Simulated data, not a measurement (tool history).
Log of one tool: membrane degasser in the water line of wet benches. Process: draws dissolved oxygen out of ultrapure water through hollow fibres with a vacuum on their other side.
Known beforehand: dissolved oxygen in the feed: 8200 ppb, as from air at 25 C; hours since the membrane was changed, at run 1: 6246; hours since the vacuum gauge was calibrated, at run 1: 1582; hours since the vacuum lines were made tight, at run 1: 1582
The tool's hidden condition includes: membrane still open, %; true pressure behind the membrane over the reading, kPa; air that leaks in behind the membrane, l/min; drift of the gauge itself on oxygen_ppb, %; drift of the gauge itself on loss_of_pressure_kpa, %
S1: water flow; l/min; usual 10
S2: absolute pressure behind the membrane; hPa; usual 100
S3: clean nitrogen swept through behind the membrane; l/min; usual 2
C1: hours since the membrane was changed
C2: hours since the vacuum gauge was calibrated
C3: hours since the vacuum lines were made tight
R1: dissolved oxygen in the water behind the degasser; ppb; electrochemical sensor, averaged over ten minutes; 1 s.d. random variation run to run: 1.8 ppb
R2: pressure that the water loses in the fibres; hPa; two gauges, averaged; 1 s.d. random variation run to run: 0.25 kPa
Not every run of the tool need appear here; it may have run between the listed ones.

run 1 hour=0 | S1=10 S2=100 S3=2 | C1=6246 C2=1582 C3=1582 | R1=209.9 R2=697.3
run 2 hour=174.5 | S1=10 S2=117 S3=2 | C1=6421 C2=1756 C3=1756 | R1=234.2 R2=698.4
run 3 hour=403 | S1=10 S2=117 S3=2 | C1=6649 C2=1985 C3=1985 | R1=232.1 R2=702.5
run 4 hour=530.5 | S1=10 S2=100 S3=2 | C1=6777 C2=2112 C3=2112 | R1=217.1 R2=702.4
run 5 hour=772.1 | S1=10 S2=100 S3=2.02 | C1=7018 C2=2354 C3=2354 | R1=211.2 R2=702
run 6 hour=982.6 | S1=10 S2=100 S3=2 | C1=7229 C2=2564 C3=2564 | R1=213 R2=701.2
run 7 hour=1207 | S1=10 S2=100 S3=2 | C1=7453 C2=2789 C3=2789 | R1=216.5 R2=704.7
run 8 hour=1319 | S1=10 S2=100 S3=2 | C1=7565 C2=2901 C3=2901 | R1=216.8 R2=707.5
run 9 hour=1546.6 | S1=15 S2=100 S3=2 | C1=7793 C2=3128 C3=3128 | R1=413.8 R2=1059.3
run 10 hour=1740.9 | S1=15 S2=100 S3=2 | C1=7987 C2=3323 C3=3323 | R1=421 R2=1067.9
run 11 hour=1956.8 | S1=14 S2=100 S3=2 | C1=8203 C2=3538 C3=3538 | R1=382.3 R2=995.5
run 12 hour=2183.6 | S1=14 S2=100 S3=2 | C1=8430 C2=3765 C3=3765 | R1=388.3 R2=997.7
-- hour=2285.2 seals of the vacuum lines changed
run 13 hour=2428.9 | S1=14 S2=100 S3=2 | C1=8673 C2=4009 C3=144 | R1=383.1 R2=995.9
run 14 hour=2600.3 | S1=14 S2=100 S3=2 | C1=8845 C2=4180 C3=315 | R1=382.9 R2=1000.3
run 15 hour=2767.2 | S1=14 S2=100 S3=2 | C1=9011 C2=4347 C3=482 | R1=394.5 R2=1008.1
run 16 hour=3017.4 | S1=10 S2=100 S3=2 | C1=9262 C2=4597 C3=732 | R1=230.1 R2=720.8
run 17 hour=3180.6 | S1=10 S2=62 S3=2 | C1=9425 C2=4760 C3=895 | R1=186.2 R2=728
run 18 hour=3372.9 | S1=10 S2=62 S3=2 | C1=9617 C2=4952 C3=1088 | R1=187.1 R2=723.6
run 19 hour=3598.2 | S1=15 S2=100 S3=3.97 | C1=9842 C2=5178 C3=1313 | R1=386.5 R2=1089.4
run 20 hour=3776.9 | S1=15 S2=100 S3=3.97 | C1=10021 C2=5356 C3=1492 | R1=392.7 R2=1088.6
run 21 hour=3938.7 | S1=10 S2=111 S3=0.96 | C1=10183 C2=5518 C3=1654 | R1=346.9 R2=729.5
run 22 hour=4131.1 | S1=6 S2=78 S3=1.05 | C1=10375 C2=5711 C3=1846 | R1=113.5 R2=439.4
run 23 hour=4259.2 | S1=9 S2=90 S3=3.41 | C1=10503 C2=5839 C3=1974 | R1=163.6 R2=656.7
run 24 hour=4458 | S1=9 S2=90 S3=3.41 | C1=10702 C2=6038 C3=2173 | R1=165.8 R2=656.6
run 25 hour=4708 | S1=11 S2=249 S3=3.67 | C1=10952 C2=6288 C3=2423 | R1=346.9 R2=810.4
run 26 hour=4948.5 | S1=11 S2=249 S3=3.67 | C1=11193 C2=6528 C3=2663 | R1=350 R2=810.3
run 27 hour=5118.5 | S1=9 S2=249 S3=3.37 | C1=11363 C2=6698 C3=2833 | R1=269.8 R2=660.7
-- hour=5246.2 membrane cartridge changed
run 28 hour=5265 | S1=8 S2=100 S3=1.07 | C1=19 C2=6841 C3=2976 | R1=183.2 R2=523.4
run 29 hour=5383.9 | S1=8 S2=100 S3=1.07 | C1=138 C2=6960 C3=3095 | R1=181.2 R2=527.5
run 30 hour=5551.6 | S1=8 S2=72 S3=1.41 | C1=305 C2=7127 C3=3262 | R1=117.2 R2=527.5
run 31 hour=5667.7 | S1=10 S2=100 S3=2 | C1=422 C2=7243 C3=3379 | R1=189.9 R2=656.3

Results per run with the tool's hidden condition removed, run-to-run variation unchanged:
run=1 R1=179.4 R2=656.1
run=2 R1=202 R2=655.8
run=3 R1=198.9 R2=658.1
run=4 R1=182.3 R2=656.9
run=5 R1=175.9 R2=654.6
run=6 R1=176.2 R2=652.4
run=7 R1=177.8 R2=653.9
run=8 R1=177.5 R2=655.9
run=9 R1=341.7 R2=979.5
run=10 R1=345.7 R2=985.2
run=11 R1=310.7 R2=916.2
run=12 R1=313.4 R2=915.9
run=13 R1=308.5 R2=911.7
run=14 R1=306.7 R2=914
run=15 R1=314.5 R2=919.4
run=16 R1=179.7 R2=655.4
run=17 R1=134.2 R2=660.9
run=18 R1=133.8 R2=655.3
run=19 R1=290.4 R2=984.2
run=20 R1=293.5 R2=981.4
run=21 R1=287 R2=656.5
run=22 R1=88.8 R2=394.7
run=23 R1=114 R2=588.7
run=24 R1=114.8 R2=586.8
run=25 R1=275.6 R2=722.8
run=26 R1=276.1 R2=720.6
run=27 R1=214.8 R2=586.4
run=28 R1=175.5 R2=523.3
run=29 R1=173.1 R2=526.8
run=30 R1=110.6 R2=525.8
run=31 R1=182.4 R2=653.3
